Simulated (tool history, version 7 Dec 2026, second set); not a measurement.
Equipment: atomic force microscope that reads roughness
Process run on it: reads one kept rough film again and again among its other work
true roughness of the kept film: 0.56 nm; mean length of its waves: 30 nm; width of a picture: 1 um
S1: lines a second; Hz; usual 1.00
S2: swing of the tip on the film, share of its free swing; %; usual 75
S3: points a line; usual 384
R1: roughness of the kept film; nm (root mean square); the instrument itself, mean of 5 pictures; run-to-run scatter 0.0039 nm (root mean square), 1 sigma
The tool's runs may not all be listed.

run     day    S1  S2   S3     R1
  1   0.000  1.00  75  384  0.532
      0.625  -- new tip fitted
  2   0.779  1.00  75  384  0.533
  3   1.992  1.00  75  384  0.538
  4   2.575  0.94  75  384  0.542
  5   3.529  0.94  75  384  0.537
  6   4.588  0.94  75  384  0.531
      5.358  -- new tip fitted
  7   5.575  0.94  75  384  0.537
  8   6.900  0.66  75  384  0.537
  9   7.954  0.66  75  384  0.535
 10   9.246  0.66  75  384  0.543
     10.058  -- new tip fitted
 11  10.212  2.72  75  384  0.514
 12  11.062  2.72  75  384  0.510
 13  11.646  2.72  75  384  0.515
 14  12.896  2.72  75  384  0.514
 15  13.812  1.00  75  628  0.543
 16  14.388  1.00  75  628  0.535
     14.750  -- new tip fitted
 17  15.183  1.04  63  736  0.547
 18  16.112  1.04  63  736  0.539
 19  16.967  2.05  75  386  0.521
 20  17.579  2.05  75  386  0.524
 21  18.671  2.05  75  885  0.521
 22  19.379  2.05  75  885  0.519
     19.508  -- new tip fitted
 23  20.025  1.96  75  418  0.525

Forecast each of these 5 alternatives for the next run:
  A  21.346  1.96  75  426   ?
  B  21.346  1.52  56  888   ?
  C  21.346  1.55  69  290   ?
  D  21.346  0.62  60  628   ?
  E  21.346  0.70  67  409   ?

run     R1
  A  0.525
  B  0.537
  C  0.530
  D  0.540
  E  0.545
With no hidden state in the tool, these same runs would have given:
run     R1
  A  0.527
  B  0.539
  C  0.532
  D  0.542
  E  0.547

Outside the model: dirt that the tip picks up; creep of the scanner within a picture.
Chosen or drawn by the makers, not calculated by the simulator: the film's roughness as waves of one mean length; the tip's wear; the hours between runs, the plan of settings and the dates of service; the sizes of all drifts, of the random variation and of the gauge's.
